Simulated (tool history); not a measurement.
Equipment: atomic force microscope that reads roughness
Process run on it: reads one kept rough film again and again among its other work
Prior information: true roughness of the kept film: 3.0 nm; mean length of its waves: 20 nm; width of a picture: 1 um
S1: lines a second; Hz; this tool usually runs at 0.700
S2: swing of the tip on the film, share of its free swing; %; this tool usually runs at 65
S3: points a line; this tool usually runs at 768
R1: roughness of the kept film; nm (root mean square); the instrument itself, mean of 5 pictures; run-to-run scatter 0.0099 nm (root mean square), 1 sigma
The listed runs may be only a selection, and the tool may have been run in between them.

Run 1, hour 0.0: usual settings. Result: R1 1.730 nm (root mean square).
Run 2, hour 10.0: usual settings. Result: R1 2.247 nm (root mean square).
Run 3, hour 22.9: usual settings. Result: R1 2.147 nm (root mean square).
Run 4, hour 39.0: usual settings. Result: R1 2.008 nm (root mean square).
Run 5, hour 54.3: usual settings. Result: R1 1.919 nm (root mean square).
Run 6, hour 67.1: usual settings. Result: R1 1.822 nm (root mean square).
Run 7, hour 81.3: usual settings. Result: R1 1.767 nm (root mean square).
Run 8, hour 96.0: usual settings. Result: R1 2.202 nm (root mean square).
Run 9, hour 110.3: usual settings but S2 62 %. Result: R1 2.077 nm (root mean square).
Run 10, hour 127.1: usual settings but S1 0.646 Hz. Result: R1 1.960 nm (root mean square).
Run 11, hour 140.9: usual settings but S1 0.646 Hz. Result: R1 1.868 nm (root mean square).
Run 12, hour 159.5: usual settings but S1 0.646 Hz. Result: R1 1.747 nm (root mean square).
Run 13, hour 172.7: usual settings but S1 0.646 Hz. Result: R1 2.222 nm (root mean square).
Run 14, hour 187.8: usual settings. Result: R1 2.067 nm (root mean square).
Run 15, hour 204.9: usual settings but S1 1.349 Hz. Result: R1 1.934 nm (root mean square).
Run 16, hour 221.4: usual settings but S1 1.349 Hz, S2 61 %. Result: R1 1.833 nm (root mean square).
Run 17, hour 238.0: usual settings but S2 88 %. Result: R1 1.674 nm (root mean square).
Run 18, hour 256.1: usual settings but S2 88 %. Result: R1 2.102 nm (root mean square).
Run 19, hour 269.8: usual settings but S2 88 %. Result: R1 2.011 nm (root mean square).
Run 20, hour 280.8: usual settings but S2 88 %. Result: R1 1.912 nm (root mean square).
Run 21, hour 295.7: usual settings but S2 88 %. Result: R1 1.847 nm (root mean square).
Run 22, hour 305.8: usual settings but S2 88 %. Result: R1 1.779 nm (root mean square).
Run 23, hour 315.2: usual settings but S2 88 %. Result: R1 1.707 nm (root mean square).
Run 24, hour 326.6: usual settings but S1 0.517 Hz. Result: R1 1.732 nm (root mean square).
Run 25, hour 342.4: usual settings but S1 0.517 Hz. Result: R1 2.145 nm (root mean square).
Run 26, hour 352.8: usual settings but S1 0.517 Hz. Result: R1 2.058 nm (root mean square).
Run 27, hour 361.7: usual settings but S1 0.517 Hz. Result: R1 1.988 nm (root mean square).
Run 28, hour 370.2: usual settings but S1 0.517 Hz. Result: R1 1.929 nm (root mean square).
Run 29, hour 381.4: usual settings but S3 454. Result: R1 1.844 nm (root mean square).
Run 30, hour 398.2: usual settings but S1 3.259 Hz, S2 76 %, S3 486. Result: R1 1.540 nm (root mean square).
Run 31, hour 415.1: usual settings but S1 3.259 Hz, S2 76 %, S3 486. Result: R1 1.920 nm (root mean square).
Run 32, hour 433.8: usual settings but S1 1.543 Hz, S2 60 %, S3 335. Result: R1 1.970 nm (root mean square).
Run 33, hour 446.1: usual settings but S1 0.515 Hz, S2 62 %, S3 392. Result: R1 1.926 nm (root mean square).
Run 34, hour 459.3: usual settings but S1 2.338 Hz, S2 57 %. Result: R1 1.817 nm (root mean square).
Run 35, hour 472.2: usual settings but S1 2.338 Hz, S2 57 %. Result: R1 1.738 nm (root mean square).
Run 36, hour 483.9: usual settings but S1 2.338 Hz, S2 57 %. Result: R1 1.673 nm (root mean square).
Run 37, hour 495.0: usual settings but S3 652. Result: R1 2.169 nm (root mean square).
Run 38, hour 509.7: usual settings but S3 652. Result: R1 2.068 nm (root mean square).
Run 39, hour 523.7: usual settings but S2 67 %, S3 285. Result: R1 1.890 nm (root mean square).
Run 40, hour 539.0: usual settings but S2 67 %, S3 285. Result: R1 1.783 nm (root mean square).
Run 41, hour 556.3: usual settings but S2 67 %, S3 285. Result: R1 1.698 nm (root mean square).
Run 42, hour 574.1: usual settings but S2 67 %, S3 285. Result: R1 2.071 nm (root mean square).
Run 43, hour 583.1: usual settings but S1 3.675 Hz, S2 85 %, S3 594. Result: R1 1.649 nm (root mean square).
Run 44, hour 599.4: usual settings but S1 3.675 Hz, S2 85 %, S3 594. Result: R1 1.551 nm (root mean square).
Run 45, hour 609.2: usual settings but S1 2.364 Hz, S2 70 %, S3 594. Result: R1 1.758 nm (root mean square).
Run 46, hour 617.1: usual settings but S1 0.977 Hz, S2 83 %, S3 318. Result: R1 1.715 nm (root mean square).
Run 47, hour 631.1: usual settings but S3 567. Result: R1 1.741 nm (root mean square).
Run 48, hour 639.8: usual settings but S3 567. Result: R1 1.703 nm (root mean square).
Run 49, hour 649.6: usual settings but S1 1.010 Hz, S2 80 %, S3 384. Result: R1 2.095 nm (root mean square).
Run 50, hour 666.6: usual settings but S3 641. Result: R1 2.060 nm (root mean square).
Run 51, hour 681.5: usual settings but S2 71 %, S3 932. Result: R1 1.916 nm (root mean square).
Run 52, hour 693.5: usual settings but S2 71 %, S3 932. Result: R1 1.848 nm (root mean square).

Withheld: 11 entries from between the runs. Position of each, and hidden state at the listed run before versus the listed run after:
Runs 1 to 2: new tip fitted (hour 9.6)
  radius of the tip, nm: 24.3 -> 10; height scale over the true one, %: -0.09 -> -0.1
  difference, measured minus the result without the unlogged condition, R1: -0.565 -> -0.003 nm (root mean square)
Runs 7 to 8: new tip fitted (hour 89.2)
  radius of the tip, nm: 22.7 -> 11.3; height scale over the true one, %: -0.14 -> -0.15
  difference, measured minus the result without the unlogged condition, R1: -0.515 -> -0.069 nm (root mean square)
Runs 12 to 13: new tip fitted (hour 168.2)
  radius of the tip, nm: 22.9 -> 11.3; height scale over the true one, %: -0.19 -> -0.2
  difference, measured minus the result without the unlogged condition, R1: -0.516 -> -0.073 nm (root mean square)
Runs 17 to 18: height scale calibrated on a step standard (hour 240.0); new tip fitted (hour 248.8)
  radius of the tip, nm: 23 -> 11.6; height scale over the true one, %: -0.24 -> -0.28
  difference, measured minus the result without the unlogged condition, R1: -0.501 -> -0.082 nm (root mean square)
Runs 20 to 21: height scale calibrated on a step standard, once more (hour 284.4)
  radius of the tip, nm: 15.8 -> 18.2; height scale over the true one, %: -0.3 -> -0.08
  difference, measured minus the result without the unlogged condition, R1: -0.259 -> -0.347 nm (root mean square)
Runs 24 to 25: new tip fitted (hour 328.9)
  radius of the tip, nm: 23.6 -> 12.9; height scale over the true one, %: -0.1 -> -0.11
  difference, measured minus the result without the unlogged condition, R1: -0.542 -> -0.142 nm (root mean square)
Runs 30 to 31: new tip fitted (hour 407.9)
  radius of the tip, nm: 22.8 -> 11.5; height scale over the true one, %: -0.15 -> -0.16
  difference, measured minus the result without the unlogged condition, R1: -0.453 -> -0.068 nm (root mean square)
Runs 36 to 37: new tip fitted (hour 487.6)
  radius of the tip, nm: 24.3 -> 11.7
  difference, measured minus the result without the unlogged condition, R1: -0.548 -> -0.088 nm (root mean square)
Runs 41 to 42: new tip fitted (hour 566.5)
  radius of the tip, nm: 23.1 -> 12.5; height scale over the true one, %: -0.24 -> -0.25
  difference, measured minus the result without the unlogged condition, R1: -0.514 -> -0.124 nm (root mean square)
Runs 48 to 49: new tip fitted (hour 646.7)
  radius of the tip, nm: 24.4 -> 11.1
  difference, measured minus the result without the unlogged condition, R1: -0.566 -> -0.059 nm (root mean square)
